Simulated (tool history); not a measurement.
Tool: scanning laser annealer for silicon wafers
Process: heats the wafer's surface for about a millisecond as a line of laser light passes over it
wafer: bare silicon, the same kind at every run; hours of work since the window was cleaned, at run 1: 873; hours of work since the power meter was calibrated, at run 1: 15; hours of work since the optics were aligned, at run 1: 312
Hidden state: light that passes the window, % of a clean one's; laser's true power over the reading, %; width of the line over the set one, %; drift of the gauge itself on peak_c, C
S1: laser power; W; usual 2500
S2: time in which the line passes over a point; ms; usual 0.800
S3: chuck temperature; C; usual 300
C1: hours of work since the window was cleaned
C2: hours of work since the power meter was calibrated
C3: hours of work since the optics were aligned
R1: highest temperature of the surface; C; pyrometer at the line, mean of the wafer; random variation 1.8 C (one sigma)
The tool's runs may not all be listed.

run,day,S1,S2,S3,C1,C2,C3,R1
1,0.000,2500,0.800,300,873,15,312,1043
2,0.779,2500,0.800,300,885,26,323,1042
3,2.417,2500,0.815,300,908,50,346,1049
4,4.146,2500,0.815,300,932,74,371,1049
5,5.242,2500,0.800,300,948,90,386,1039
6,6.279,2500,0.800,300,963,105,401,1038
7,7.171,2500,0.800,300,975,117,414,1033
8,8.033,2500,0.800,300,988,130,426,1036
# day 8.471: window over the wafer cleaned
9,8.850,2578,0.800,300,5,140,436,1100
10,10.371,2578,0.800,300,27,162,458,1096
11,11.475,2578,0.800,300,43,177,474,1094
12,12.762,2262,0.800,300,61,196,492,996
13,14.258,2500,0.800,339,82,217,513,1109
14,15.079,2500,0.800,300,94,229,525,1069
15,16.458,2500,0.800,300,114,248,545,1067
16,17.992,2500,0.800,300,135,270,566,1069
# day 18.242: laser's power meter calibrated
17,19.221,2500,0.800,300,151,14,582,1066
18,20.683,2500,0.800,300,172,35,603,1068
19,21.396,2500,0.800,300,182,45,613,1067
20,22.338,2500,0.800,300,195,58,626,1064
# day 23.762: laser's power meter calibrated, once more
21,24.192,2201,0.931,300,220,6,651,1030
22,24.954,2201,0.931,300,231,17,662,1027
23,25.888,2201,0.931,300,244,30,675,1027
24,27.312,2201,0.931,300,264,50,695,1027
25,28.212,2201,0.931,300,277,63,708,1024
26,29.075,2317,0.598,304,289,76,720,891
27,30.217,2481,0.917,289,306,92,737,1104
28,31.571,2659,0.698,289,325,111,756,1031
29,32.588,2612,0.753,339,339,125,770,1099
30,33.754,2612,0.719,339,356,142,787,1077
31,34.696,2736,0.708,297,369,155,800,1067
32,36.308,2736,0.708,264,392,178,823,1033
33,37.117,2737,0.800,300,404,190,835,1127
34,38.125,2598,0.800,300,418,204,849,1084
35,39.388,2228,0.885,265,436,222,867,970
36,40.608,2230,0.620,265,453,240,884,837

Measured less the same run without the tool's hidden state. The same run-to-run variation is in both; the gauge's scatter may not be:
run,R1
1,-31
2,-31
3,-32
4,-34
5,-34
6,-34
7,-35
8,-36
9,+0
10,-1
11,-2
12,-2
13,-3
14,-4
15,-5
16,-6
17,-6
18,-7
19,-8
20,-8
21,-11
22,-12
23,-12
24,-14
25,-14
26,-11
27,-17
28,-16
29,-18
30,-18
31,-19
32,-21
33,-23
34,-21
35,-20
36,-17
